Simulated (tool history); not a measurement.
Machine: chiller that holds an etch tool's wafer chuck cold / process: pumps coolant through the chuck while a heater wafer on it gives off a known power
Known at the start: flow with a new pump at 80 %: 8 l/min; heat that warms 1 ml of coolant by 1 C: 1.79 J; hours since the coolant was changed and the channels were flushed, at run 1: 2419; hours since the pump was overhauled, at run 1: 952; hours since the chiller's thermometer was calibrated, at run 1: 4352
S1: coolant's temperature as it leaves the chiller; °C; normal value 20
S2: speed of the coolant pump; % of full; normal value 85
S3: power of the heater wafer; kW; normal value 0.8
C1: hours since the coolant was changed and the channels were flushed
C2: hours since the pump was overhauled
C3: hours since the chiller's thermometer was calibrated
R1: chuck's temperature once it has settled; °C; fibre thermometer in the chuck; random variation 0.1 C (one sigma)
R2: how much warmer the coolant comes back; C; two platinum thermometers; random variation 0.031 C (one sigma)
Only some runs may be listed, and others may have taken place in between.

Run 1, hour 0: usual settings; C1 2419; C2 952; C3 4352. Result: R1 26.9 °C, R2 3.16 C.
Run 2, hour 81.1: usual settings; C1 2500; C2 1033; C3 4433. Result: R1 26.9 °C, R2 3.18 C.
Run 3, hour 177.6: usual settings; C1 2596; C2 1130; C3 4529. Result: R1 27 °C, R2 3.18 C.
Run 4, hour 275.1: usual settings; C1 2694; C2 1227; C3 4627. Result: R1 27 °C, R2 3.21 C.
Run 5, hour 333.1: usual settings but S3 0.871 kW; C1 2752; C2 1285; C3 4685. Result: R1 27.5 °C, R2 3.51 C.
Run 6, hour 422.7: usual settings; C1 2841; C2 1375; C3 4774. Result: R1 26.8 °C, R2 3.22 C.
Run 7, hour 483.3: usual settings; C1 2902; C2 1436; C3 4835. Result: R1 26.9 °C, R2 3.23 C.
Run 8, hour 577.5: usual settings; C1 2996; C2 1530; C3 4929. Result: R1 27 °C, R2 3.3 C.
Run 9, hour 633.4: usual settings; C1 3052; C2 1586; C3 4985. Result: R1 26.8 °C, R2 3.32 C.
Run 10, hour 708.5: usual settings but S3 0.403 kW; C1 3127; C2 1661; C3 5060. Result: R1 23.4 °C, R2 1.7 C.
Run 11, hour 775: usual settings but S2 90 % of full; C1 3194; C2 1727; C3 5127. Result: R1 26.5 °C, R2 3.06 C.
Run 12, hour 874.3: usual settings but S2 90 % of full; C1 3293; C2 1827; C3 5226. Result: R1 26.7 °C, R2 3.11 C.
Run 13, hour 980: usual settings but S2 90 % of full; C1 3399; C2 1932; C3 5332. Result: R1 26.6 °C, R2 3.15 C.
Run 14, hour 1058.8: usual settings; C1 3477; C2 2011; C3 5410. Result: R1 26.9 °C, R2 3.35 C.
Run 15, hour 1117.1: usual settings but S1 26 °C; C1 3536; C2 2069; C3 5469. Result: R1 32.9 °C, R2 3.37 C.
Run 16, hour 1177.7: usual settings; C1 3596; C2 2130; C3 5529. Result: R1 26.9 °C, R2 3.39 C.
Run 17, hour 1277.3: usual settings; C1 3696; C2 2230; C3 5629. Result: R1 26.9 °C, R2 3.38 C.
Run 18, hour 1359.1: usual settings but S1 13 °C, S2 98 % of full, S3 0.738 kW; C1 3778; C2 2311; C3 5711. Result: R1 18.7 °C, R2 2.72 C.
Run 19, hour 1409.7: usual settings but S1 13 °C, S2 98 % of full, S3 0.738 kW; C1 3828; C2 2362; C3 5761. Result: R1 18.5 °C, R2 2.71 C.
Run 20, hour 1514: usual settings but S1 28 °C, S2 98 % of full, S3 0.591 kW; C1 3933; C2 2466; C3 5866. Result: R1 32.7 °C, R2 2.28 C.
At hour 1537.6: chiller's thermometer calibrated.
Run 21, hour 1576.7: usual settings but S1 28 °C, S2 98 % of full, S3 0.591 kW; C1 3994; C2 2528; C3 39. Result: R1 32.5 °C, R2 2.32 C.
Run 22, hour 1670.9: usual settings but S1 28 °C, S2 98 % of full, S3 0.591 kW; C1 4088; C2 2622; C3 133. Result: R1 32.6 °C, R2 2.35 C.
At hour 1730.1: gauge calibrated.
Run 23, hour 1762.3: usual settings but S1 28 °C, S2 98 % of full, S3 0.591 kW; C1 4180; C2 2714; C3 225. Result: R1 32.5 °C, R2 2.08 C.
Run 24, hour 1825.6: usual settings but S1 19 °C, S2 77 % of full, S3 0.644 kW; C1 4243; C2 2777; C3 288. Result: R1 25 °C, R2 2.81 C.
Run 25, hour 1871.6: usual settings but S1 30 °C, S2 99 % of full, S3 1.083 kW; C1 4289; C2 2823; C3 334. Result: R1 38.1 °C, R2 3.74 C.
Run 26, hour 1976.5: usual settings but S1 24 °C, S2 61 % of full, S3 1.083 kW; C1 4394; C2 2928; C3 439. Result: R1 36.1 °C, R2 5.91 C.
Run 27, hour 2085.2: usual settings but S1 24 °C, S2 61 % of full, S3 1.083 kW; C1 4503; C2 3036; C3 548. Result: R1 36.3 °C, R2 6.03 C.
Run 28, hour 2158.1: usual settings but S1 21 °C, S2 61 % of full, S3 0.735 kW; C1 4576; C2 3109; C3 621. Result: R1 29.3 °C, R2 4.04 C.
Run 29, hour 2251.7: usual settings but S1 21 °C, S2 61 % of full, S3 0.735 kW; C1 4669; C2 3203; C3 714. Result: R1 29.3 °C, R2 4.12 C.
Run 30, hour 2357: usual settings but S1 14 °C, S2 86 % of full, S3 0.85 kW; C1 4775; C2 3308; C3 819. Result: R1 21.5 °C, R2 3.46 C.
Run 31, hour 2457.3: usual settings but S1 17 °C, S2 71 % of full, S3 0.443 kW; C1 4875; C2 3409; C3 920. Result: R1 21.4 °C, R2 2.18 C.
Run 32, hour 2531.2: usual settings but S1 19 °C, S2 71 % of full, S3 0.569 kW; C1 4949; C2 3482; C3 994. Result: R1 24.8 °C, R2 2.86 C.
Run 33, hour 2582: usual settings but S1 19 °C, S2 71 % of full, S3 0.569 kW; C1 5000; C2 3533; C3 1044. Result: R1 25 °C, R2 2.81 C.

How would selected steps in R2 from run to run divide? Give the signed amount a tool lacking its hidden state would still show from settings, what came in and random variation, and the signed amount left for the hidden state, including any gauge scatter that is not in both of the compared results.
The hidden state here: heat passed by the chuck's channels, % of clean ones'; flow at a given pump speed, % of a new pump's; coolant's true temperature over the reading, C; drift of the gauge itself on chuck_c, C; drift of the gauge itself on warmer_back_c, C.
Run 9 -> 10: S3 0.8 -> 0.403. R2 -1.62 C: hidden state +0.01, all else -1.63.
Run 12 -> 13: nothing adjusted, nothing logged. R2 +0.04 C: hidden state +0.03, all else +0.01.
Run 22 -> 23: gauge calibrated. R2 -0.27 C: hidden state -0.28, all else +0.01.
Run 25 -> 26: S1 30 -> 24, S2 99 -> 61. R2 +2.17 C: hidden state +0.01, all else +2.16.
Run 26 -> 27: nothing adjusted, nothing logged. R2 +0.12 C: hidden state +0.03, all else +0.09.
Run 27 -> 28: S1 24 -> 21, S3 1.083 -> 0.735. R2 -1.99 C: hidden state +0, all else -1.99.
